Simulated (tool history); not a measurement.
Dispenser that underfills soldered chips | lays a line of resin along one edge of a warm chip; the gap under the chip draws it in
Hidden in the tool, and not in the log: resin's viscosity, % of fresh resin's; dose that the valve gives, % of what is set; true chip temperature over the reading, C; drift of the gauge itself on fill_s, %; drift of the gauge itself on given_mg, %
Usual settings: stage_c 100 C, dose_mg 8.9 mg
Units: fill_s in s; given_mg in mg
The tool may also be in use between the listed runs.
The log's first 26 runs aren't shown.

run	hour	stage_c	dose_mg	hours of work since the syringe was changed	hours of work since the valve was cleaned	hours of work since the stage was calibrated	fill_s	given_mg
# hour 276.9: new syringe of resin
27	281.9	100	10.58	3	76	454	314.3	9.98
# hour 290.9: new syringe of resin
28	291.4	100	9.69	0	82	461	246	9.02
29	303.4	114	11.34	9	90	469	319.1	10.63
# hour 304.6: new syringe of resin
30	309.9	100	11.43	4	94	473	304.2	10.53
# hour 313.3: dispensing valve cleaned and set on the balance
# hour 319.6: new syringe of resin
31	324.3	114	8.47	3	7	482	219.5	8.52
# hour 333.2: new syringe of resin
32	335.4	112	8.71	2	15	490	208	8.52
33	345.1	108	9.3	8	21	496	369.6	9.21
# hour 346.4: new syringe of resin
34	352.6	108	11.06	4	26	501	270.2	10.92
# hour 360.2: new syringe of resin
35	366.5	113	11.23	4	36	510	237.9	10.91

Forecast each of these 3 alternatives for the next run:
# hour 373.4: new syringe of resin
A	380.8	97	11.23	5	45	520	?	?
# hour 373.4: new syringe of resin
B	380.8	112	8.5	5	45	520	?	?
# hour 373.4: new syringe of resin
C	380.8	102	9.82	5	45	520	?	?

run	fill_s	given_mg
A	375.5	10.99
B	268.5	8.18
C	333.1	9.55
Without the tool's hidden state the same runs would have given:
run	fill_s	given_mg
A	282.8	11.34
B	199.6	8.45
C	249.6	9.86
